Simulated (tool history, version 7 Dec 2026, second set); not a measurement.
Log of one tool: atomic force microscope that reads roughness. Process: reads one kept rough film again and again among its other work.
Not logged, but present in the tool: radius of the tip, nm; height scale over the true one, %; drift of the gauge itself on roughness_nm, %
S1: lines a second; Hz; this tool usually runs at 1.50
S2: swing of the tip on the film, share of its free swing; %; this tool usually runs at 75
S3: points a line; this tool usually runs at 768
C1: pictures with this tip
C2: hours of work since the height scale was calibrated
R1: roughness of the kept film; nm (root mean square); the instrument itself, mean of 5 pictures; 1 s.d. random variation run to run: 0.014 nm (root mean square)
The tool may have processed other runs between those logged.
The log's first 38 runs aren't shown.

| run | hour | S1 | S2 | S3 | C1 | C2 | R1 |
|---|---|---|---|---|---|---|---|
|  | 1474.5 | new tip fitted |
| 39 | 1481.4 | 1.50 | 61 | 768 | 14 | 448 | 3.207 |
|  | 1521.4 | new tip fitted |
| 40 | 1523.2 | 0.52 | 61 | 679 | 3 | 478 | 3.540 |
| 41 | 1563.7 | 0.78 | 75 | 951 | 87 | 508 | 2.380 |
|  | 1570.6 | new tip fitted |
|  | 1616.9 | new tip fitted |
| 42 | 1618.6 | 0.78 | 75 | 494 | 4 | 547 | 3.342 |
|  | 1663.2 | new tip fitted |
| 43 | 1667.4 | 0.78 | 75 | 494 | 9 | 583 | 3.184 |
|  | 1711.1 | new tip fitted |
| 44 | 1719.1 | 1.50 | 66 | 381 | 16 | 621 | 3.116 |
| 45 | 1752.5 | 0.88 | 63 | 839 | 85 | 645 | 2.385 |
|  | 1761.2 | new tip fitted |
| 46 | 1800.8 | 0.99 | 57 | 768 | 82 | 680 | 2.519 |
|  | 1809.0 | new tip fitted |
| 47 | 1852.0 | 1.54 | 75 | 739 | 89 | 718 | 2.122 |
|  | 1854.8 | new tip fitted |
| 48 | 1895.3 | 0.91 | 89 | 621 | 83 | 749 | 2.170 |
|  | 1903.4 | new tip fitted |
| 49 | 1935.7 | 1.93 | 64 | 304 | 67 | 778 | 2.483 |
|  | 1952.5 | new tip fitted |
| 50 | 1980.3 | 1.93 | 64 | 411 | 58 | 811 | 2.529 |

Consider 3 possible next runs. They are alternatives, not a sequence: every one starts from the tool as it was left by run 50. What does each give?
|  | 1999.0 | new tip fitted |
| A | 2035.4 | 0.92 | 84 | 934 | 75 | 851 | ? |
|  | 1999.0 | new tip fitted |
| B | 2035.4 | 1.06 | 64 | 411 | 75 | 851 | ? |
|  | 1999.0 | new tip fitted |
| C | 2035.4 | 0.52 | 89 | 604 | 75 | 851 | ? |

| run | R1 |
|---|---|
| A | 2.319 |
| B | 2.456 |
| C | 2.412 |
Stripped of hidden state, with their random variation kept, the same runs would have yielded:
| run | R1 |
|---|---|
| A | 3.264 |
| B | 3.456 |
| C | 3.394 |
